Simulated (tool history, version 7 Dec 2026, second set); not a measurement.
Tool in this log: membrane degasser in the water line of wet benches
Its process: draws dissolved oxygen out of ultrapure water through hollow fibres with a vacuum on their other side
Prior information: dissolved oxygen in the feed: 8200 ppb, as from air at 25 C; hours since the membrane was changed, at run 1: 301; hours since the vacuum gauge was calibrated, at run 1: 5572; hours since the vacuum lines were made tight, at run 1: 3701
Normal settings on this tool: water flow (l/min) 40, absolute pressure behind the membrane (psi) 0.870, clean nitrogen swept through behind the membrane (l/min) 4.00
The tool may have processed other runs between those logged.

| run | hour | water flow (l/min) | absolute pressure behind the membrane (psi) | clean nitrogen swept through behind the membrane (l/min) | hours since the membrane was changed | hours since the vacuum gauge was calibrated | hours since the vacuum lines were made tight | dissolved oxygen in the water behind the degasser (ppb) | pressure that the water loses in the fibres (psi) |
|---|---|---|---|---|---|---|---|---|---|
| 1 | 0.0 | 40 | 0.870 | 4.00 | 301 | 5572 | 3701 | 161.9 | 5.539 |
| 2 | 33.5 | 40 | 0.870 | 4.00 | 335 | 5606 | 3735 | 162.7 | 5.552 |
| 3 | 73.6 | 40 | 0.870 | 4.00 | 375 | 5646 | 3775 | 158.2 | 5.548 |
| 4 | 107.2 | 40 | 0.870 | 4.00 | 408 | 5680 | 3809 | 162.4 | 5.556 |
| 5 | 153.7 | 40 | 0.870 | 4.00 | 455 | 5726 | 3855 | 164.7 | 5.604 |
| 6 | 184.0 | 40 | 0.870 | 4.00 | 485 | 5756 | 3885 | 161.3 | 5.509 |
| 7 | 219.8 | 40 | 0.870 | 6.64 | 521 | 5792 | 3921 | 138.7 | 5.556 |
| 8 | 258.5 | 50 | 0.996 | 6.64 | 560 | 5831 | 3960 | 259.4 | 6.917 |
| 9 | 287.0 | 50 | 0.996 | 6.64 | 588 | 5859 | 3988 | 255.3 | 6.920 |
| 10 | 327.0 | 31 | 0.764 | 6.64 | 628 | 5899 | 4028 | 61.6 | 4.277 |
| 11 | 368.1 | 47 | 1.855 | 6.55 | 669 | 5941 | 4070 | 320.8 | 6.531 |
| 12 | 404.8 | 40 | 0.870 | 10.34 | 706 | 5977 | 4106 | 122.4 | 5.552 |
| 13 | 427.7 | 40 | 0.870 | 10.34 | 729 | 6000 | 4129 | 124.4 | 5.509 |

Forecast each of these 5 alternatives for the next run:
| A | 465.5 | 40 | 0.860 | 5.13 | 767 | 6038 | 4167 | ? | ? |
| B | 465.5 | 40 | 1.052 | 4.38 | 767 | 6038 | 4167 | ? | ? |
| C | 465.5 | 46 | 0.954 | 3.93 | 767 | 6038 | 4167 | ? | ? |
| D | 465.5 | 40 | 0.795 | 4.54 | 767 | 6038 | 4167 | ? | ? |
| E | 465.5 | 50 | 0.664 | 10.34 | 767 | 6038 | 4167 | ? | ? |

| run | dissolved oxygen in the water behind the degasser (ppb) | pressure that the water loses in the fibres (psi) |
|---|---|---|
| A | 149.2 | 5.536 |
| B | 185.8 | 5.594 |
| C | 245.8 | 6.342 |
| D | 142.7 | 5.578 |
| E | 212.9 | 6.924 |
With no hidden state in the tool, these same runs would have given:
| run | dissolved oxygen in the water behind the degasser (ppb) | pressure that the water loses in the fibres (psi) |
|---|---|---|
| A | 143.9 | 5.498 |
| B | 180.0 | 5.555 |
| C | 238.4 | 6.299 |
| D | 137.4 | 5.540 |
| E | 206.6 | 6.876 |
